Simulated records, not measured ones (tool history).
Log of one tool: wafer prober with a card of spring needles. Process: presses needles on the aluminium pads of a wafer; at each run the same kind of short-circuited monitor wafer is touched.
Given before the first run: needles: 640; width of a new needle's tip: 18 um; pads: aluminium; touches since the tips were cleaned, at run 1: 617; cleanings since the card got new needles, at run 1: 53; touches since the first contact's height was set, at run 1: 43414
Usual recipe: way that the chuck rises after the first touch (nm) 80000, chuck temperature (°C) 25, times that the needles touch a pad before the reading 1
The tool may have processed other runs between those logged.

run   hour  way that the chuck rises after the first touch (nm)  chuck temperature (°C)  times that the needles touch a pad before the reading  touches since the tips were cleaned  cleanings since the card got new needles  touches since the first contact's height was set  resistance of one needle with its contact and lead (mohm)  way that a needle slides on the pad (nm)
  1      0                                                80000                      25                                                      1                                  617                                        53                                             43414                                                        132                                     10451
      31.2  -- tips cleaned on abrasive film
      64.5  -- tips cleaned on abrasive film
  2     72                                                80000                     116                                                      1                                 1521                                        55                                             58075                                                        148                                     10447
      98.5  -- tips cleaned on abrasive film
  3  105.3                                                80000                     115                                                      1                                 1387                                        56                                             64850                                                        146                                     10448
     133.9  -- tips cleaned on abrasive film
     159.6  -- height of the first contact set anew
     166.5  -- tips cleaned on abrasive film
  4  179.8                                                80000                     115                                                      1                                 2704                                        58                                              4107                                                        146                                     10434
     200.5  -- tips cleaned on abrasive film
  5  221.1                                                80000                     115                                                      1                                 4200                                        59                                             12531                                                        146                                     10448
     234.7  -- tips cleaned on abrasive film
     267.4  -- tips cleaned on abrasive film
  6  297.1                                                80000                     115                                                      1                                 6072                                        61                                             28018                                                        146                                     10453
     301.8  -- tips cleaned on abrasive film
     335.1  -- tips cleaned on abrasive film
     368.4  -- tips cleaned on abrasive film
  7  374.2                                                64000                     112                                                      1                                 1192                                        64                                             43703                                                        151                                      8353
     404.6  -- tips cleaned on abrasive film
  8  418.7                                                64000                     112                                                      1                                 2878                                        65                                             52763                                                        151                                      8365
     437.4  -- tips cleaned on abrasive film
  9  455.3                                                64000                     112                                                      1                                 3662                                        66                                             60217                                                        151                                      8348
     473.7  -- tips cleaned on abrasive film
 10    497                                                64000                     112                                                      1                                 4754                                        67                                             68709                                                        154                                      8359
     507.8  -- tips cleaned on abrasive film
     531.5  -- height of the first contact set anew
     544.2  -- tips cleaned on abrasive film
 11  562.2                                                64000                     112                                                      1                                 3662                                        69                                              6240                                                        152                                      8356

Alternative continuations, all from the tool just after run 11; predict every row:
     579.5  -- tips cleaned on abrasive film
     613.7  -- tips cleaned on abrasive film
  A  638.4                                                64000                      60                                                      1                                 5060                                        71                                             21773                                                          ?                                         ?
     579.5  -- tips cleaned on abrasive film
     613.7  -- tips cleaned on abrasive film
  B  638.4                                                79000                      38                                                      2                                 5060                                        71                                             21773                                                          ?                                         ?
     579.5  -- tips cleaned on abrasive film
     613.7  -- tips cleaned on abrasive film
  C  638.4                                                80000                      39                                                      1                                 5060                                        71                                             21773                                                          ?                                         ?
     579.5  -- tips cleaned on abrasive film
     613.7  -- tips cleaned on abrasive film
  D  638.4                                                67000                      25                                                      2                                 5060                                        71                                             21773                                                          ?                                         ?
     579.5  -- tips cleaned on abrasive film
     613.7  -- tips cleaned on abrasive film
  E  638.4                                                91000                     112                                                      1                                 5060                                        71                                             21773                                                          ?                                         ?

run  resistance of one needle with its contact and lead (mohm)  way that a needle slides on the pad (nm)
  A                                                        140                                      8358
  B                                                        135                                     10321
  C                                                        135                                     10441
  D                                                        132                                      8747
  E                                                        142                                     11877
Take away the tool's hidden state, keep each run's random variation, and the runs would have read:
run  resistance of one needle with its contact and lead (mohm)  way that a needle slides on the pad (nm)
  A                                                        139                                      8358
  B                                                        135                                     10321
  C                                                        135                                     10441
  D                                                        132                                      8747
  E                                                        142                                     11877
